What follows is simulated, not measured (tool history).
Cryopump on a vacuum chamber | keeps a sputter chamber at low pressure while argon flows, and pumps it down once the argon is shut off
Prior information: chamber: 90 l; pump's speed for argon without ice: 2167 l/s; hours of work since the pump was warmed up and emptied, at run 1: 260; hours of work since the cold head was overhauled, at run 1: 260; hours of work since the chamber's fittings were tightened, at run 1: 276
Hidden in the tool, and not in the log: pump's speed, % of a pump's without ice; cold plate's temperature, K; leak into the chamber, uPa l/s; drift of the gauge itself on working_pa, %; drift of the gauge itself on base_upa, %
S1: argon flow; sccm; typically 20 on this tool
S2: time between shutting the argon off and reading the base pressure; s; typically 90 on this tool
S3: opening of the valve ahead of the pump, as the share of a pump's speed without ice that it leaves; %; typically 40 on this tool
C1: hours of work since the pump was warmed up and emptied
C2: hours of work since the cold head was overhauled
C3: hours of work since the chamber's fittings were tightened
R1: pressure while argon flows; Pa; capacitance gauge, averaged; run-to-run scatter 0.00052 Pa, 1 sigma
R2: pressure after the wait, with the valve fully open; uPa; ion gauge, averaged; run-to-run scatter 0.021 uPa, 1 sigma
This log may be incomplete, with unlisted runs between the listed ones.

run	day	S1	S2	S3	C1	C2	C3	R1	R2
1	0	20	90	40	260	260	276	0.0409	0.47
2	0.317	20	90	40	265	265	281	0.0398	0.5
3	0.742	20	69	40	273	273	288	0.0416	0.56
4	1.317	9	69	40	282	282	298	0.0185	0.55
5	1.817	9	69	40	291	291	307	0.0184	0.58
6	2.15	9	69	40	296	296	312	0.0184	0.59
7	2.683	12	90	40	305	305	321	0.0247	0.46
8	3.258	11	90	40	315	315	331	0.0219	0.52
9	3.617	20	90	40	321	321	337	0.0417	0.51
10	4.204	20	90	39	331	331	347	0.0429	0.5
11	4.779	20	90	40	340	340	356	0.0406	0.48
12	5.138	20	90	40	346	346	362	0.0417	0.54
13	5.771	20	90	55	357	357	373	0.0307	0.53
14	6.4	20	90	55	367	367	383	0.03	0.49
15	6.85	20	90	55	375	375	391	0.0316	0.51
16	7.271	18	90	40	382	382	398	0.0374	0.48
17	7.846	18	90	40	392	392	408	0.0376	0.49
18	8.229	20	236	36	398	398	414	0.0455	0.32
19	8.575	20	236	36	404	404	420	0.046	0.35
20	9.179	27	41	40	414	414	430	0.0572	0.89
21	9.492	27	41	40	419	419	435	0.0567	0.87
22	9.942	27	172	27	427	427	443	0.0819	0.41
23	10.575	24	76	18	437	437	453	0.1074	0.56
24	10.938	31	44	40	443	443	459	0.065	0.81
25	11.475	14	90	33	452	452	468	0.035	0.52
26	12.062	17	90	40	462	462	478	0.0353	0.54
27	12.583	17	90	40	471	471	487	0.0355	0.54
28	13.104	13	68	21	480	480	496	0.0509	0.6
29	13.696	22	60	52	490	490	506	0.0365	0.71
30	14.162	22	184	48	498	498	513	0.0388	0.37

Run by run, hidden condition taken away, random variation retained:
run	R1	R2
1	0.0393	0.4
2	0.0381	0.42
3	0.0399	0.48
4	0.0177	0.48
5	0.0176	0.5
6	0.0175	0.51
7	0.0236	0.38
8	0.0208	0.43
9	0.0397	0.43
10	0.0408	0.41
11	0.0385	0.39
12	0.0394	0.44
13	0.0285	0.43
14	0.0276	0.4
15	0.0292	0.41
16	0.0351	0.38
17	0.0353	0.39
18	0.0429	0.21
19	0.0434	0.25
20	0.0534	0.79
21	0.053	0.76
22	0.0781	0.3
23	0.1039	0.45
24	0.0604	0.7
25	0.0329	0.4
26	0.0326	0.42
27	0.0328	0.42
28	0.0488	0.48
29	0.0329	0.59
30	0.0351	0.25
